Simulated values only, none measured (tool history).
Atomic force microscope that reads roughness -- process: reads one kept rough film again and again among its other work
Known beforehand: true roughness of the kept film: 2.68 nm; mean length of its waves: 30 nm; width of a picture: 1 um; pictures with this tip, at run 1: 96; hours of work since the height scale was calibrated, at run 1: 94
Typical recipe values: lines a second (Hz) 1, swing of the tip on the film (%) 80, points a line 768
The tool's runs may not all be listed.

| run | hour | lines a second (Hz) | swing of the tip on the film (%) | points a line | pictures with this tip | hours of work since the height scale was calibrated | roughness of the kept film (nm (root mean square)) |
|---|---|---|---|---|---|---|---|
| 1 | 0 | 1 | 80 | 768 | 96 | 94 | 2.129 |
|  | 3.6 | new tip fitted |
| 2 | 12.2 | 1 | 80 | 768 | 12 | 103 | 2.252 |
| 3 | 25.5 | 1 | 80 | 768 | 30 | 113 | 2.211 |
| 4 | 37.9 | 1 | 80 | 768 | 47 | 122 | 2.187 |
| 5 | 52.2 | 1.01 | 80 | 768 | 66 | 134 | 2.151 |
| 6 | 68 | 1.01 | 80 | 464 | 88 | 146 | 2.137 |
| 7 | 75.7 | 1 | 80 | 984 | 98 | 152 | 2.128 |
|  | 76.9 | new tip fitted |
| 8 | 90.7 | 1 | 83 | 768 | 19 | 163 | 2.19 |
| 9 | 102.3 | 1 | 83 | 768 | 35 | 172 | 2.168 |
| 10 | 112 | 1 | 83 | 768 | 48 | 179 | 2.151 |
| 11 | 127.8 | 1 | 83 | 377 | 70 | 192 | 2.117 |
| 12 | 141.6 | 1 | 83 | 377 | 89 | 202 | 2.095 |
|  | 149.5 | new tip fitted |
| 13 | 150 | 1 | 80 | 768 | 1 | 208 | 2.262 |
| 14 | 162.3 | 1 | 86 | 768 | 18 | 218 | 2.175 |
| 15 | 176.6 | 1 | 80 | 768 | 37 | 229 | 2.207 |
| 16 | 187.6 | 1 | 80 | 768 | 52 | 237 | 2.198 |
| 17 | 197.7 | 0.72 | 80 | 768 | 66 | 245 | 2.251 |
| 18 | 205.6 | 2.66 | 80 | 768 | 77 | 251 | 1.846 |
| 19 | 218.7 | 2.66 | 80 | 768 | 95 | 261 | 1.831 |
|  | 222.6 | new tip fitted |
| 20 | 226.2 | 2.66 | 55 | 395 | 5 | 267 | 2.335 |
| 21 | 234.6 | 2.66 | 59 | 363 | 17 | 273 | 2.267 |
| 22 | 244.3 | 1.24 | 59 | 375 | 30 | 281 | 2.384 |
| 23 | 257.8 | 1.24 | 77 | 755 | 49 | 291 | 2.183 |
| 24 | 271.2 | 0.76 | 80 | 967 | 67 | 302 | 2.24 |
| 25 | 284.1 | 0.77 | 81 | 967 | 84 | 311 | 2.192 |
|  | 295.4 | new tip fitted |
| 26 | 296.5 | 0.77 | 81 | 967 | 2 | 321 | 2.333 |
| 27 | 306.9 | 3.83 | 81 | 825 | 16 | 329 | 1.703 |
| 28 | 316 | 3.83 | 81 | 825 | 28 | 336 | 1.691 |
| 29 | 324.8 | 0.52 | 67 | 608 | 41 | 343 | 2.38 |
| 30 | 335.5 | 1.07 | 76 | 608 | 55 | 351 | 2.214 |
| 31 | 345.9 | 1.07 | 76 | 608 | 69 | 359 | 2.212 |
| 32 | 355.7 | 1.07 | 76 | 608 | 83 | 366 | 2.176 |
| 33 | 362.5 | 1.87 | 88 | 473 | 92 | 372 | 1.808 |

Each row is a separate what-if for the run after 33, all from the same tool condition, not one after another. Results?
|  | 368.8 | new tip fitted |
| A | 374.6 | 0.65 | 75 | 767 | 8 | 381 | ? |
|  | 368.8 | new tip fitted |
| B | 374.6 | 1 | 88 | 768 | 8 | 381 | ? |
|  | 368.8 | new tip fitted |
| C | 374.6 | 3.1 | 88 | 436 | 8 | 381 | ? |

| run | roughness of the kept film (nm (root mean square)) |
|---|---|
| A | 2.389 |
| B | 2.168 |
| C | 1.648 |
Take away the tool's hidden state, keep each run's random variation, and the runs would have read:
| run | roughness of the kept film (nm (root mean square)) |
|---|---|
| A | 2.392 |
| B | 2.171 |
| C | 1.65 |

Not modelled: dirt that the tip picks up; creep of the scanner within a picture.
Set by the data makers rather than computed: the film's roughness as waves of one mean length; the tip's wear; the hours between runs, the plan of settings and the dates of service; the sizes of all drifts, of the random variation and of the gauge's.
